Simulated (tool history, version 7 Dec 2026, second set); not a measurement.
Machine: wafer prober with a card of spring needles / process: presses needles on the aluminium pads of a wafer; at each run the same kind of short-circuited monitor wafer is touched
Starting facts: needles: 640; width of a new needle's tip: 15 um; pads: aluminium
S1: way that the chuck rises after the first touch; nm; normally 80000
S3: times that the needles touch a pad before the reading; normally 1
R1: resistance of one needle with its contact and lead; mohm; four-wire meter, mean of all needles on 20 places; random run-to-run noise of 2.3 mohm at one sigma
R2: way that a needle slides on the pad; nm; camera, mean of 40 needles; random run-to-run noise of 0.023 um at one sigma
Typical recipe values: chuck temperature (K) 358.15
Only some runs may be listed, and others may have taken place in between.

Run 1, hour 0: usual settings. Result: R1 262 mohm, R2 16440 nm.
Run 2, hour 6.8: usual settings. Result: R1 268 mohm, R2 16480 nm.
Run 3, hour 13.9: usual settings. Result: R1 259 mohm, R2 16370 nm.
At hour 16.2: tips cleaned on abrasive film.
Run 4, hour 22.3: usual settings. Result: R1 263 mohm, R2 16360 nm.
Run 5, hour 26.7: usual settings. Result: R1 263 mohm, R2 16360 nm.
Run 6, hour 33: usual settings. Result: R1 263 mohm, R2 16360 nm.
At hour 36: tips cleaned on abrasive film.
Run 7, hour 39.4: usual settings. Result: R1 266 mohm, R2 16350 nm.
Run 8, hour 48.5: usual settings. Result: R1 260 mohm, R2 16360 nm.
Run 9, hour 53.8: usual settings. Result: R1 262 mohm, R2 16350 nm.
At hour 55.9: tips cleaned on abrasive film.
Run 10, hour 62.3: usual settings. Result: R1 268 mohm, R2 16350 nm.
Run 11, hour 68.4: usual settings. Result: R1 258 mohm, R2 16310 nm.
Run 12, hour 75.4: usual settings. Result: R1 266 mohm, R2 16260 nm.
At hour 75.9: tips cleaned on abrasive film.
Run 13, hour 81.6: usual settings. Result: R1 264 mohm, R2 16300 nm.
Run 14, hour 86.4: usual settings. Result: R1 266 mohm, R2 16310 nm.
Run 15, hour 92.9: usual settings. Result: R1 268 mohm, R2 16250 nm.
At hour 95.8: tips cleaned on abrasive film.
Run 16, hour 96.8: usual settings but S1 91000 nm. Result: R1 257 mohm, R2 18530 nm.
Run 17, hour 105.2: usual settings but S1 91000 nm. Result: R1 262 mohm, R2 18460 nm.
Run 18, hour 113.3: usual settings but S1 91000 nm. Result: R1 264 mohm, R2 18480 nm.
At hour 115.9: tips cleaned on abrasive film.
Run 19, hour 121.1: usual settings. Result: R1 261 mohm, R2 16230 nm.
Run 20, hour 128.9: usual settings. Result: R1 264 mohm, R2 16200 nm.
At hour 136: tips cleaned on abrasive film.
Run 21, hour 138: usual settings but S1 63000 nm, chuck temperature (K) 372.15, S3 2. Result: R1 271 mohm, R2 12720 nm.
Run 22, hour 142.2: usual settings but S1 63000 nm, chuck temperature (K) 372.15, S3 3. Result: R1 269 mohm, R2 12730 nm.
Run 23, hour 147.5: usual settings but S1 63000 nm, chuck temperature (K) 372.15, S3 3. Result: R1 271 mohm, R2 12740 nm.
Run 24, hour 151.9: usual settings but S1 94000 nm, chuck temperature (K) 363.15, S3 3. Result: R1 261 mohm, R2 19030 nm.
At hour 155.9: tips cleaned on abrasive film.
Run 25, hour 156.2: usual settings but S1 94000 nm, chuck temperature (K) 363.15, S3 3. Result: R1 260 mohm, R2 18970 nm.

Run 26 is up next; what results do you expect?
Run 26, hour 161.1: usual settings but S1 97000 nm, S3 2. Result: R1 ?, R2 ?.

R1: 262 mohm
R2: 19590 nm
Minus the tool's unlogged condition, the same run would have read R1 262 mohm, R2 19950 nm.

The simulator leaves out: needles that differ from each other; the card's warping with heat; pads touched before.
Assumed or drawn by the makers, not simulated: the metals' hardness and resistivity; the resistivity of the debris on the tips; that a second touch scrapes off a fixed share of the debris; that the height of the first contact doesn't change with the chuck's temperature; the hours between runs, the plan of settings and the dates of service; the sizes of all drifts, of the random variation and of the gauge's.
